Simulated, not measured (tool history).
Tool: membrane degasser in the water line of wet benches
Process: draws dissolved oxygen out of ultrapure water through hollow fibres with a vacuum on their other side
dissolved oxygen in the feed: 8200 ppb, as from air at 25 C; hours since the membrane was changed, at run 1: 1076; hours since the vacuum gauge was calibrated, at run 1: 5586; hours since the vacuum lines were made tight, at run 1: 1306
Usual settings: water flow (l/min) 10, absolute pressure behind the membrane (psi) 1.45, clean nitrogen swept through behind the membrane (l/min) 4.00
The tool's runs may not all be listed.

run	hour	water flow (l/min)	absolute pressure behind the membrane (psi)	clean nitrogen swept through behind the membrane (l/min)	hours since the membrane was changed	hours since the vacuum gauge was calibrated	hours since the vacuum lines were made tight	dissolved oxygen in the water behind the degasser (ppb)	pressure that the water loses in the fibres (psi)
1	0.0	10	1.45	4.00	1076	5586	1306	63.7	8.747
2	27.4	10	1.45	4.00	1104	5613	1333	64.3	8.731
3	58.4	10	1.45	4.00	1135	5644	1364	64.4	8.689
4	106.3	10	1.45	4.00	1183	5692	1412	64.5	8.724
5	137.6	10	1.45	4.00	1214	5724	1443	64.0	8.723
6	166.9	10	1.45	4.00	1243	5753	1473	63.9	8.730
7	203.6	10	1.45	4.00	1280	5789	1509	64.5	8.721
# hour 208.4: vacuum gauge calibrated
8	248.6	10	1.45	4.00	1324	40	1554	64.4	8.712
9	297.4	10	1.45	4.00	1373	89	1603	65.5	8.799
10	347.2	10	1.45	4.00	1423	139	1652	65.6	8.769
11	379.5	11	1.29	11.15	1455	171	1685	43.3	9.620
# hour 391.4: vacuum gauge calibrated, once more
12	406.1	7	1.45	5.41	1481	15	1711	26.7	6.106
13	451.4	10	1.45	1.88	1527	60	1756	110.0	8.720
14	473.3	14	1.45	4.79	1549	82	1778	112.9	12.228
15	504.8	12	0.91	4.00	1580	113	1809	61.4	10.485
16	541.2	14	2.52	2.78	1617	150	1846	236.3	12.275
17	590.9	16	1.55	11.55	1666	199	1896	124.5	13.983
18	615.7	16	1.55	11.55	1691	224	1920	122.4	13.977
19	645.3	16	1.55	11.55	1721	254	1950	122.0	14.000

5 ways to go on from here, each from the tool as it stands after run 19. What would each give?
A	680.3	16	2.87	11.55	1756	289	1985	?	?
B	680.3	10	2.78	7.33	1756	289	1985	?	?
C	680.3	9	1.45	2.27	1756	289	1985	?	?
D	680.3	10	2.57	4.00	1756	289	1985	?	?
E	680.3	6	1.13	4.00	1756	289	1985	?	?

run	dissolved oxygen in the water behind the degasser (ppb)	pressure that the water loses in the fibres (psi)
A	153.6	13.982
B	75.4	8.734
C	79.7	7.877
D	109.8	8.727
E	19.8	5.223
Without the tool's hidden state the same runs would have given:
run	dissolved oxygen in the water behind the degasser (ppb)	pressure that the water loses in the fibres (psi)
A	148.9	13.866
B	72.6	8.663
C	76.9	7.812
D	105.9	8.656
E	18.8	5.179

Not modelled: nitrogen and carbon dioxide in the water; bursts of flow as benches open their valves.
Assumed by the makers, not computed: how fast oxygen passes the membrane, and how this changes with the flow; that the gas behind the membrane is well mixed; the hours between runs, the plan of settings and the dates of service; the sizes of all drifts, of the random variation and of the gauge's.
